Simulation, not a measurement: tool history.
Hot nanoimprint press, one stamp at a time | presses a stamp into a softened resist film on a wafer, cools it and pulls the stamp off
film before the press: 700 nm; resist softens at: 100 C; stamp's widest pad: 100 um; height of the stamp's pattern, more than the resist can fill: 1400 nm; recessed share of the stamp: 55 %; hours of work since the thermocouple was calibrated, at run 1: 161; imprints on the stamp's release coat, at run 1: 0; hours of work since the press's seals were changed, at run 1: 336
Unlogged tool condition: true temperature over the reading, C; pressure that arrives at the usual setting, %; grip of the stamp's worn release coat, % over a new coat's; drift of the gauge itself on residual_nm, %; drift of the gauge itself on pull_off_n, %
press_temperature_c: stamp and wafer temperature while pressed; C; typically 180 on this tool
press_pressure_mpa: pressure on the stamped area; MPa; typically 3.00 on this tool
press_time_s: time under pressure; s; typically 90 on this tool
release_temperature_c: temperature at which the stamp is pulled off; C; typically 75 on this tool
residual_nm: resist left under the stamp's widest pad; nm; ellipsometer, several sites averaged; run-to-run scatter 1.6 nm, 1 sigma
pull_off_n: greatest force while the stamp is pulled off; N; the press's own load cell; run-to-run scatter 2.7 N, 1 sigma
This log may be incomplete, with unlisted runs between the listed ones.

run   hour  press_temperature_c  press_pressure_mpa  press_time_s  release_temperature_c  hours of work since the thermocouple was calibrated  imprints on the stamp's release coat  hours of work since the press's seals were changed  residual_nm  pull_off_n
  1    0.0                  180                3.00            90                     75                                                  161                                     0                                                 336        378.3         124
  2   22.4                  180                3.00            90                     75                                                  178                                    74                                                 353        380.9         124
  3   34.3                  180                3.00            90                     75                                                  187                                   113                                                 362        379.9         124
  4   51.9                  180                3.00            90                     71                                                  201                                   171                                                 375        379.2         126
  5   63.3                  177                3.00            90                     75                                                  209                                   209                                                 384        417.0         122
  6   81.3                  177                3.00            90                     75                                                  223                                   268                                                 397        412.1         125
  7  100.1                  180                3.00            90                     75                                                  237                                   330                                                 412        379.4         120
  8  127.6                  180                3.00            90                     75                                                  258                                   420                                                 433        378.1         124
  9  146.3                  180                3.00            90                     75                                                  272                                   482                                                 447        379.0         120
 10  171.8                  180                3.00            90                     75                                                  291                                   566                                                 466        381.6         123
 11  184.9                  180                3.00            55                     75                                                  301                                   609                                                 476        438.4         126
 12  210.2                  180                3.00            55                     75                                                  320                                   692                                                 495        441.1         127
 13  233.3                  180                3.00            55                     75                                                  338                                   768                                                 512        438.7         125
 14  250.1                  180                2.16            55                     75                                                  350                                   824                                                 525        498.3         122
 15  267.2                  183                2.16            55                     75                                                  363                                   880                                                 538        467.0         125
 16  280.2                  180                3.00            50                     75                                                  373                                   923                                                 548        449.7         121
 17  302.0                  180                3.00            50                     75                                                  389                                   994                                                 564        448.7         124
 18  325.9                  180                3.00            50                     75                                                  408                                  1073                                                 582        446.7         126
 19  351.2                  180                3.00            50                     75                                                  427                                  1156                                                 601        448.8         125
 20  369.5                  174                3.76           125                     72                                                  440                                  1216                                                 615        370.2         125
     374.7  -- plate thermocouple calibrated
 21  392.4                  180                3.00           113                     75                                                   13                                  1282                                                 630        357.0         125
 22  415.1                  180                3.00           113                     80                                                   31                                  1357                                                 647        354.3         120
 23  427.7                  170                4.21           123                     80                                                   40                                  1398                                                 657        401.5         119
 24  439.8                  170                4.21           123                     80                                                   49                                  1438                                                 666        402.7         118
 25  463.3                  170                4.21           123                     80                                                   67                                  1515                                                 684        403.4         124
 26  490.0                  170                4.21           123                     80                                                   87                                  1603                                                 704        399.6         119
 27  517.2                  170                4.21           123                     80                                                  108                                  1693                                                 725        399.7         118
 28  531.4                  170                4.21           123                     80                                                  118                                  1739                                                 735        402.3         121
 29  558.1                  189                2.20            86                     75                                                  139                                  1827                                                 755        344.7         123
 30  571.8                  189                2.20            86                     78                                                  149                                  1872                                                 766        346.7         118
 31  586.5                  189                2.20            86                     78                                                  160                                  1921                                                 777        345.2         122

Below are 3 alternative next runs, each starting from the tool's condition after run 31. Predict each:
  A  609.9                  185                2.64            90                     69                                                  178                                  1998                                                 795            ?           ?
  B  609.9                  180                3.00           114                     67                                                  178                                  1998                                                 795            ?           ?
  C  609.9                  180                3.43            90                     75                                                  178                                  1998                                                 795            ?           ?

run  residual_nm  pull_off_n
  A        349.6         127
  B        351.5         132
  C        356.3         128
Had the tool no hidden state, the same runs would have come out as:
run  residual_nm  pull_off_n
  A        349.6         127
  B        351.5         131
  C        356.3         127

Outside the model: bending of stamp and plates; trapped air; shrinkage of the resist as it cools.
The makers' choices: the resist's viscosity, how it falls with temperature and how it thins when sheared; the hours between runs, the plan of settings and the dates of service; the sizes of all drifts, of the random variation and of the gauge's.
